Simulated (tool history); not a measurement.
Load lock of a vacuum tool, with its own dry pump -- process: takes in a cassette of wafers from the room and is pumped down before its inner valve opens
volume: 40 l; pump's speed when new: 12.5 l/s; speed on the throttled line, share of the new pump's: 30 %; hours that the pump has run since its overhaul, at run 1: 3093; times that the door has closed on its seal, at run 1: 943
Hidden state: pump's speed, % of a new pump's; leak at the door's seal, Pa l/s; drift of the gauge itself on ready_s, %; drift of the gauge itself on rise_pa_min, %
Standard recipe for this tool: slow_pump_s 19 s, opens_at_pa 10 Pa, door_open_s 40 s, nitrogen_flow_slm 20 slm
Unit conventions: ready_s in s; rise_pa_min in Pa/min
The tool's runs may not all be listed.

run	day	slow_pump_s	opens_at_pa	door_open_s	nitrogen_flow_slm	hours that the pump has run since its overhaul	times that the door has closed on its seal	incoming humidity of the room's air, %	ready_s	rise_pa_min
1	0	19	10	40	20	3093	943	44.3	44.2	0.028
2	4.217	19	10	40	20	3194	1427	43	44.7	0.027
3	6.917	19	10	40	20	3259	1738	44.2	45	0.033
4	11.208	19	10	92	20	3362	2232	45	44.4	0.055
5	14.071	19	10	92	20	3431	2561	45.8	45	0.056
6	15.908	19	10	44	20	3475	2773	45.6	44.3	0.041
7	20.425	19	10	44	4	3583	3292	46.3	45.7	0.068
8	23.046	19	10	44	4	3646	3593	49.8	45	0.068
9	27.304	19	10	44	4	3748	4083	44.1	45	0.066
10	30.708	19	10	44	9	3830	4475	47.2	45.1	0.065
11	35.154	19	10	40	20	3937	4986	41.1	45.4	0.052
12	37.767	19	10	40	20	4000	5287	48	45	0.058
13	41.279	19	10	40	6	4084	5691	46.6	45.8	0.072
14	43.617	19	10	40	6	4140	5960	45.2	45.7	0.078
15	46.088	19	10	40	6	4199	6244	45.1	45.7	0.078
16	50.512	27	10	40	6	4305	6753	46.1	51.4	0.083
17	53.371	28	7	79	15	4374	7081	45.7	52.6	0.095
18	55.708	28	7	79	15	4430	7350	44.6	53	0.093
19	59.358	19	8	31	20	4518	7770	43.5	46.6	0.077
20	61.688	19	8	108	13	4574	8038	45.9	45.9	0.115
21	63.846	27	15	40	20	4625	8286	44.1	49.8	0.086
22	65.85	12	10	40	20	4674	8517	47.1	41.4	0.094
23	69.038	12	10	40	20	4750	8884	41.6	40.7	0.09
24	71.738	12	10	40	20	4815	9194	48.2	40.4	0.093
25	75.358	22	10	40	15	4902	9611	44.6	47.8	0.105
26	78.046	19	10	203	6	4966	9920	47.8	45.9	0.2
27	81.679	19	10	203	6	5053	10338	44.8	46.4	0.195

Branching from run 27: 4 alternative next runs. What would each branch give?
A	84.133	21	16	63	6	5112	10620	49.6	?	?
B	84.133	11	10	40	7	5112	10620	44.3	?	?
C	84.133	11	17	40	41	5112	10620	44.1	?	?
D	84.133	19	11	232	12	5112	10620	43	?	?

run	ready_s	rise_pa_min
A	44.7	0.151
B	40.8	0.12
C	38.9	0.101
D	45.2	0.181
What these runs would have given with no unlogged condition in the tool:
run	ready_s	rise_pa_min
A	42.2	0.066
B	37.7	0.037
C	36.1	0.018
D	42.5	0.098
